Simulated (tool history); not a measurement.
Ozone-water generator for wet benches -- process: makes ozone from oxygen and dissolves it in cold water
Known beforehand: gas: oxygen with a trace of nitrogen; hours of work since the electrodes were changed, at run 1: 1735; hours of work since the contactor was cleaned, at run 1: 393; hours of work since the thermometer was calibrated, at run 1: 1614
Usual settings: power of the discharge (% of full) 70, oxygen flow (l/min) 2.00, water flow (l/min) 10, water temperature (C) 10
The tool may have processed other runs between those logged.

| run | day | power of the discharge (% of full) | oxygen flow (l/min) | water flow (l/min) | water temperature (C) | hours of work since the electrodes were changed | hours of work since the contactor was cleaned | hours of work since the thermometer was calibrated | dissolved ozone (ppm) | ozone in the gas ahead of the water (g/m3) |
|---|---|---|---|---|---|---|---|---|---|---|
| 1 | 0.000 | 70 | 2.00 | 10 | 10 | 1735 | 393 | 1614 | 20.3 | 199.7 |
| 2 | 4.250 | 70 | 2.00 | 10 | 6 | 1811 | 468 | 1689 | 21.7 | 200.4 |
| 3 | 6.825 | 70 | 2.00 | 10 | 10 | 1857 | 514 | 1735 | 20.5 | 197.1 |
| 4 | 10.833 | 70 | 2.00 | 10 | 10 | 1928 | 585 | 1806 | 20.5 | 196.7 |
| 5 | 14.771 | 70 | 2.00 | 10 | 10 | 1998 | 655 | 1876 | 20.5 | 198.1 |
| 6 | 17.292 | 70 | 2.00 | 6 | 10 | 2042 | 700 | 1921 | 30.5 | 197.5 |
| 7 | 21.504 | 70 | 2.00 | 6 | 10 | 2117 | 775 | 1995 | 30.0 | 198.4 |
| 8 | 23.554 | 70 | 2.00 | 10 | 10 | 2153 | 811 | 2032 | 20.5 | 197.7 |
| 9 | 25.642 | 70 | 2.00 | 10 | 7 | 2191 | 848 | 2069 | 21.3 | 197.2 |
| 10 | 29.008 | 70 | 2.00 | 10 | 7 | 2250 | 908 | 2129 | 21.3 | 197.1 |
| 11 | 32.867 | 70 | 2.00 | 10 | 7 | 2319 | 976 | 2197 | 21.3 | 197.2 |
| 12 | 36.442 | 70 | 2.00 | 10 | 10 | 2382 | 1040 | 2261 | 20.4 | 197.6 |
| 13 | 40.150 | 70 | 2.00 | 10 | 10 | 2448 | 1106 | 2326 | 20.7 | 196.9 |
| 14 | 44.046 | 70 | 2.00 | 6 | 10 | 2517 | 1175 | 2396 | 30.0 | 196.5 |
| 15 | 48.112 | 70 | 2.00 | 16 | 10 | 2589 | 1247 | 2468 | 13.5 | 194.1 |
| 16 | 51.267 | 70 | 2.00 | 10 | 10 | 2645 | 1303 | 2524 | 20.7 | 195.5 |
| 17 | 55.342 | 70 | 2.00 | 10 | 10 | 2718 | 1375 | 2596 | 20.8 | 195.1 |
| 18 | 59.100 | 45 | 2.40 | 11 | 5 | 2784 | 1442 | 2663 | 16.6 | 144.8 |
| 19 | 62.200 | 45 | 2.40 | 11 | 5 | 2839 | 1497 | 2718 | 16.6 | 141.3 |
| 20 | 64.521 | 45 | 2.40 | 11 | 5 | 2881 | 1538 | 2759 | 16.6 | 141.3 |
| 21 | 68.333 | 58 | 2.00 | 10 | 7 | 2948 | 1606 | 2827 | 19.4 | 178.5 |
| 22 | 71.117 | 70 | 3.37 | 13 | 14 | 2998 | 1655 | 2876 | 17.2 | 153.8 |
| 23 | 73.204 | 88 | 3.37 | 13 | 6 | 3035 | 1692 | 2913 | 21.7 | 170.6 |
| 24 | 77.367 | 86 | 2.00 | 12 | 7 | 3109 | 1766 | 2987 | 20.2 | 215.8 |
| 25 | 81.525 | 86 | 2.00 | 12 | 7 | 3182 | 1840 | 3061 | 19.7 | 212.8 |
|  | 85.683 | water thermometer calibrated |
| 26 | 85.967 | 70 | 2.00 | 10 | 6 | 3261 | 1918 | 5 | 21.3 | 195.8 |
| 27 | 88.733 | 75 | 2.00 | 10 | 10 | 3310 | 1968 | 54 | 21.5 | 199.2 |
| 28 | 91.304 | 55 | 3.12 | 8 | 8 | 3356 | 2013 | 100 | 23.4 | 137.9 |
| 29 | 93.275 | 70 | 3.27 | 8 | 10 | 3391 | 2048 | 135 | 25.5 | 154.1 |
| 30 | 96.771 | 99 | 3.27 | 11 | 10 | 3453 | 2110 | 197 | 24.6 | 184.0 |
| 31 | 100.196 | 96 | 3.28 | 14 | 9 | 3514 | 2171 | 258 | 20.1 | 178.4 |
|  | 102.000 | gauge calibrated |
| 32 | 102.704 | 50 | 3.21 | 10 | 16 | 3558 | 2216 | 302 | 17.0 | 133.7 |
| 33 | 105.650 | 56 | 1.12 | 10 | 10 | 3610 | 2268 | 354 | 15.8 | 236.1 |

Forecast each of these 4 alternatives for the next run:
| A | 110.079 | 70 | 1.25 | 6 | 7 | 3689 | 2346 | 433 | ? | ? |
| B | 110.079 | 70 | 1.24 | 10 | 10 | 3689 | 2346 | 433 | ? | ? |
| C | 110.079 | 56 | 1.12 | 14 | 10 | 3689 | 2346 | 433 | ? | ? |
| D | 110.079 | 89 | 1.36 | 16 | 10 | 3689 | 2346 | 433 | ? | ? |

| run | dissolved ozone (ppm) | ozone in the gas ahead of the water (g/m3) |
|---|---|---|
| A | 29.0 | 246.9 |
| B | 18.3 | 248.2 |
| C | 11.4 | 231.2 |
| D | 13.6 | 267.6 |
The same runs, with their run-to-run variation unchanged, on a tool lacking any hidden condition would have given:
| run | dissolved ozone (ppm) | ozone in the gas ahead of the water (g/m3) |
|---|---|---|
| A | 29.0 | 247.8 |
| B | 18.3 | 249.1 |
| C | 11.4 | 231.9 |
| D | 13.6 | 268.6 |

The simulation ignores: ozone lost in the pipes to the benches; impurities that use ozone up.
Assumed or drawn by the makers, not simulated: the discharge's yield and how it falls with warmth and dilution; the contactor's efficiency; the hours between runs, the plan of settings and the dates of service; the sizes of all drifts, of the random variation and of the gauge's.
